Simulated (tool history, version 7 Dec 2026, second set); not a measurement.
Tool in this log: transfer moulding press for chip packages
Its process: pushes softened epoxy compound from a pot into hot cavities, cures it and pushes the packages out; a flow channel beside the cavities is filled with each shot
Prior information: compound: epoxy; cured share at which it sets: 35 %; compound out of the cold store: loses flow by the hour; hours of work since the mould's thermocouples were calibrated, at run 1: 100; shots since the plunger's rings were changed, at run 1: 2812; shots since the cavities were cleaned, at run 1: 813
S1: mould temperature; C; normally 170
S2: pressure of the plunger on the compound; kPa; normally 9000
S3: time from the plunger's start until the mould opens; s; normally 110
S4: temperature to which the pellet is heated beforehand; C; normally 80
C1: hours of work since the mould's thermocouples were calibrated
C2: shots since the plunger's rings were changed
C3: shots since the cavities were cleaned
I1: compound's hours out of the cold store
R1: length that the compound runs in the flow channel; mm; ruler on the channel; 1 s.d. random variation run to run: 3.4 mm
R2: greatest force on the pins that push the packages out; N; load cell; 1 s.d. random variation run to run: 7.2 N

run	day	S1	S2	S3	S4	C1	C2	C3	I1	R1	R2
1	0	170	9000	110	80	100	2812	813	25.2	630	307
# day 0.396: cavities cleaned with cleaning compound and waxed
2	2.071	170	9000	110	80	119	3125	261	37.9	590	298
3	5.538	170	9000	110	80	153	3666	802	44.3	564	300
# day 6.171: cavities cleaned with cleaning compound and waxed
4	9.212	170	9000	110	86	188	4229	474	21.5	643	323
# day 11.771: cavities cleaned with cleaning compound and waxed
5	12.642	173	9000	110	80	221	4755	136	46.5	551	269
# day 13.429: plunger's sealing rings changed
6	16.279	173	9000	110	74	255	445	687	19.2	643	280
# day 17.483: cavities cleaned with cleaning compound and waxed
7	19.038	173	9000	110	74	281	866	243	27.5	615	270
8	21.333	173	9000	110	77	304	1224	601	44.5	558	258
# day 23.042: cavities cleaned with cleaning compound and waxed
9	23.829	173	9000	110	77	327	1604	123	46.8	557	275
10	26.379	173	9000	110	77	352	2002	521	43.3	569	273
# day 28.638: mould's thermocouples calibrated
# day 28.7: cavities cleaned with cleaning compound and waxed
11	30.154	173	9000	110	77	14	2568	227	44.2	567	275
12	32.642	173	9000	110	77	38	2956	615	42.7	562	263
# day 34.212: cavities cleaned with cleaning compound and waxed
13	34.371	173	9000	110	77	54	3216	25	18.8	641	285
14	37.458	176	9000	98	72	84	3697	506	44.6	553	268
15	39.062	164	9000	110	80	100	3948	757	16.7	684	478
# day 39.858: cavities cleaned with cleaning compound and waxed
16	42.767	164	9000	110	80	135	4516	453	26.6	645	451
17	44.521	164	9000	110	80	153	4790	727	11.2	702	482
# day 44.95: plunger's sealing rings changed
# day 45.571: cavities cleaned with cleaning compound and waxed
18	48.175	170	8720	99	80	186	493	407	8.6	685	384
19	50.062	170	9460	110	80	205	787	701	28.6	632	303
# day 51.075: cavities cleaned with cleaning compound and waxed
20	52.058	170	9460	110	80	224	1089	153	39.5	597	299
21	54.246	174	10030	110	77	245	1430	494	32.4	623	264
22	55.817	175	10030	110	81	260	1675	739	35.8	615	254
# day 56.725: cavities cleaned with cleaning compound and waxed
23	59.604	172	8210	110	85	296	2257	449	25.7	589	274
# day 62.362: cavities cleaned with cleaning compound and waxed
24	62.938	172	10820	126	90	328	2767	89	18.6	711	249
25	66.1	163	7140	126	74	359	3261	583	37.6	544	355
# day 67.625: mould's thermocouples calibrated
26	67.729	171	9000	110	87	1	3502	824	10.9	682	296

Predict each of these 4 candidate next runs independently; none follows another, all start after run 26:
# day 68.058: cavities cleaned with cleaning compound and waxed
A	71.129	170	9000	130	80	33	4023	480	40.5	?	?
# day 68.058: cavities cleaned with cleaning compound and waxed
B	71.129	173	6880	110	77	33	4023	480	35.3	?	?
# day 68.058: cavities cleaned with cleaning compound and waxed
C	71.129	178	9000	110	80	33	4023	480	10.4	?	?
# day 68.058: cavities cleaned with cleaning compound and waxed
D	71.129	174	9000	115	75	33	4023	480	32	?	?

run	R1	R2
A	578	254
B	516	262
C	662	247
D	599	261
With the hidden condition removed and each run's random variation left untouched, the same runs would have given:
run	R1	R2
A	579	251
B	516	259
C	663	244
D	600	258

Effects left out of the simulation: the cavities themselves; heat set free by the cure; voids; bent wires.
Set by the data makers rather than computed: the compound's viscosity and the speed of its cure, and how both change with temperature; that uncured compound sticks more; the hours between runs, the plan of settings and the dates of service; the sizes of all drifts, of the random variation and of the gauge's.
